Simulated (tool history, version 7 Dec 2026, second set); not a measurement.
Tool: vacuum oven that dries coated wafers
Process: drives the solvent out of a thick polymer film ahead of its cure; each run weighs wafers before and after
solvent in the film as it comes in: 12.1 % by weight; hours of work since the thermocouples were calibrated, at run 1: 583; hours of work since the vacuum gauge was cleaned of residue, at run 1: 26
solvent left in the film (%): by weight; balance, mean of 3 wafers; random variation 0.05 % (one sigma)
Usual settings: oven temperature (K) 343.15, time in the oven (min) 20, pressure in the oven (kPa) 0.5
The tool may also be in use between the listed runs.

run,hour,oven temperature (K),time in the oven (min),pressure in the oven (kPa),hours of work since the thermocouples were calibrated,hours of work since the vacuum gauge was cleaned of residue,solvent left in the film (%)
1,0,343.15,20,0.5,583,26,0.79
2,11.3,343.15,20,0.5,589,32,0.77
3,18.5,343.15,20,0.5,593,35,0.78
4,26.1,343.15,20,0.5,596,39,0.73
5,34.3,343.15,20,0.5,601,43,0.79
# hour 37: vacuum gauge cleaned of residue and calibrated
6,43.1,343.15,20,0.5,604,3,0.74
7,50.9,343.15,20,0.5,608,7,0.74
8,58.2,343.15,20,0.5,612,11,0.82
9,68.9,343.15,20,0.5,617,16,0.77
10,75.3,343.15,20,0.5,620,19,0.74
# hour 83.8: vacuum gauge cleaned of residue and calibrated, once more
11,87.2,344.15,12,0.5,625,2,1.57
12,96,343.15,21,1.284,630,6,1.26
13,103.1,343.15,18,1.089,633,10,1.4
14,115.1,343.15,18,1.089,639,16,1.22
15,121.7,343.15,18,1.089,643,19,1.43
16,128,329.15,10,0.845,646,22,6.66
17,140.2,329.15,11,0.845,652,28,6.34

3 ways to go on from here, each from the tool as it stands after run 17. What would each give?
A,150.4,329.15,11,0.638,657,33,?
B,150.4,350.15,29,0.5,657,33,?
C,150.4,329.15,11,0.582,657,33,?

run,solvent left in the film (%)
A,6.15
B,0.28
C,6.17
Without the tool's hidden state the same runs would have given:
run,solvent left in the film (%)
A,5.95
B,0.26
C,5.97
